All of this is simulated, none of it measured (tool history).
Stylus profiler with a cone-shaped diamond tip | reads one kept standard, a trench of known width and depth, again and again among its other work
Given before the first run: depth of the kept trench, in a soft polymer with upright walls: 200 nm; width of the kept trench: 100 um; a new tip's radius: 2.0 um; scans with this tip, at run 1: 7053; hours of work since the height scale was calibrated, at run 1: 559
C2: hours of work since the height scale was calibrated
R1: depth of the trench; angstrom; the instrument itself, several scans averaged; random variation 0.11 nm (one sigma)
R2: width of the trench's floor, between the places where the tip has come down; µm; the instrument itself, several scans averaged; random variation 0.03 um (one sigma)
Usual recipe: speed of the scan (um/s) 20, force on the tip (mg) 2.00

run 1 hour=0.0 | speed_of_the_scan_(um/s)=20 force_on_the_tip_(mg)=2.00 | scans_with_this_tip=7053 C2=559 | R1=2011.6 R2=97.92
run 2 hour=25.7 | speed_of_the_scan_(um/s)=20 force_on_the_tip_(mg)=2.00 | scans_with_this_tip=7269 C2=576 | R1=2012.1 R2=97.90
run 3 hour=60.3 | speed_of_the_scan_(um/s)=68 force_on_the_tip_(mg)=2.00 | scans_with_this_tip=7560 C2=599 | R1=2012.3 R2=97.57
run 4 hour=96.3 | speed_of_the_scan_(um/s)=20 force_on_the_tip_(mg)=2.00 | scans_with_this_tip=7862 C2=623 | R1=2010.2 R2=97.90
run 5 hour=144.7 | speed_of_the_scan_(um/s)=7 force_on_the_tip_(mg)=2.00 | scans_with_this_tip=8268 C2=655 | R1=2009.8 R2=97.91
run 6 hour=183.6 | speed_of_the_scan_(um/s)=20 force_on_the_tip_(mg)=2.00 | scans_with_this_tip=8596 C2=681 | R1=2010.5 R2=97.87
run 7 hour=225.8 | speed_of_the_scan_(um/s)=20 force_on_the_tip_(mg)=2.00 | scans_with_this_tip=8950 C2=709 | R1=2011.1 R2=97.79
run 8 hour=270.4 | speed_of_the_scan_(um/s)=20 force_on_the_tip_(mg)=2.00 | scans_with_this_tip=9325 C2=739 | R1=2010.8 R2=97.85
run 9 hour=307.1 | speed_of_the_scan_(um/s)=20 force_on_the_tip_(mg)=2.00 | scans_with_this_tip=9633 C2=764 | R1=2008.7 R2=97.88
run 10 hour=344.5 | speed_of_the_scan_(um/s)=20 force_on_the_tip_(mg)=2.00 | scans_with_this_tip=9947 C2=789 | R1=2008.6 R2=97.88
run 11 hour=388.4 | speed_of_the_scan_(um/s)=20 force_on_the_tip_(mg)=2.00 | scans_with_this_tip=10315 C2=818 | R1=2009.6 R2=97.82
run 12 hour=427.2 | speed_of_the_scan_(um/s)=71 force_on_the_tip_(mg)=2.00 | scans_with_this_tip=10642 C2=844 | R1=2008.3 R2=97.54
run 13 hour=455.5 | speed_of_the_scan_(um/s)=71 force_on_the_tip_(mg)=2.00 | scans_with_this_tip=10879 C2=862 | R1=2008.5 R2=97.46
run 14 hour=489.6 | speed_of_the_scan_(um/s)=71 force_on_the_tip_(mg)=2.00 | scans_with_this_tip=11166 C2=885 | R1=2010.8 R2=97.43
run 15 hour=548.3 | speed_of_the_scan_(um/s)=36 force_on_the_tip_(mg)=2.00 | scans_with_this_tip=11658 C2=924 | R1=2007.6 R2=97.66
-- hour=553.6 height scale calibrated on a step standard
run 16 hour=587.8 | speed_of_the_scan_(um/s)=36 force_on_the_tip_(mg)=2.00 | scans_with_this_tip=11986 C2=23 | R1=2002.7 R2=97.72
run 17 hour=638.9 | speed_of_the_scan_(um/s)=17 force_on_the_tip_(mg)=4.45 | scans_with_this_tip=12416 C2=57 | R1=2014.6 R2=97.91
-- hour=674.9 height scale calibrated on a step standard, once more
run 18 hour=696.3 | speed_of_the_scan_(um/s)=17 force_on_the_tip_(mg)=4.45 | scans_with_this_tip=12894 C2=14 | R1=2025.1 R2=97.83
run 19 hour=737.4 | speed_of_the_scan_(um/s)=50 force_on_the_tip_(mg)=2.40 | scans_with_this_tip=13238 C2=42 | R1=2014.9 R2=97.59
run 20 hour=799.7 | speed_of_the_scan_(um/s)=27 force_on_the_tip_(mg)=5.29 | scans_with_this_tip=13762 C2=83 | R1=2029.2 R2=97.73
run 21 hour=830.4 | speed_of_the_scan_(um/s)=20 force_on_the_tip_(mg)=3.48 | scans_with_this_tip=14020 C2=104 | R1=2023.0 R2=97.78
run 22 hour=858.4 | speed_of_the_scan_(um/s)=20 force_on_the_tip_(mg)=3.48 | scans_with_this_tip=14255 C2=122 | R1=2021.6 R2=97.80
run 23 hour=908.8 | speed_of_the_scan_(um/s)=20 force_on_the_tip_(mg)=3.48 | scans_with_this_tip=14678 C2=156 | R1=2020.6 R2=97.73
run 24 hour=965.6 | speed_of_the_scan_(um/s)=6 force_on_the_tip_(mg)=1.02 | scans_with_this_tip=15155 C2=194 | R1=2006.2 R2=97.78

Forecast each of these 3 alternatives for the next run:
run A hour=1025.5 | speed_of_the_scan_(um/s)=8 force_on_the_tip_(mg)=0.99 | scans_with_this_tip=15659 C2=233 | R1=? R2=?
run B hour=1025.5 | speed_of_the_scan_(um/s)=37 force_on_the_tip_(mg)=3.35 | scans_with_this_tip=15659 C2=233 | R1=? R2=?
run C hour=1025.5 | speed_of_the_scan_(um/s)=7 force_on_the_tip_(mg)=1.02 | scans_with_this_tip=15659 C2=233 | R1=? R2=?

run=A R1=2006.4 R2=97.71
run=B R1=2018.7 R2=97.65
run=C R1=2007.4 R2=97.80
With no hidden state in the tool, these same runs would have given:
run=A R1=2009.6 R2=98.16
run=B R1=2021.9 R2=98.10
run=C R1=2010.6 R2=98.24

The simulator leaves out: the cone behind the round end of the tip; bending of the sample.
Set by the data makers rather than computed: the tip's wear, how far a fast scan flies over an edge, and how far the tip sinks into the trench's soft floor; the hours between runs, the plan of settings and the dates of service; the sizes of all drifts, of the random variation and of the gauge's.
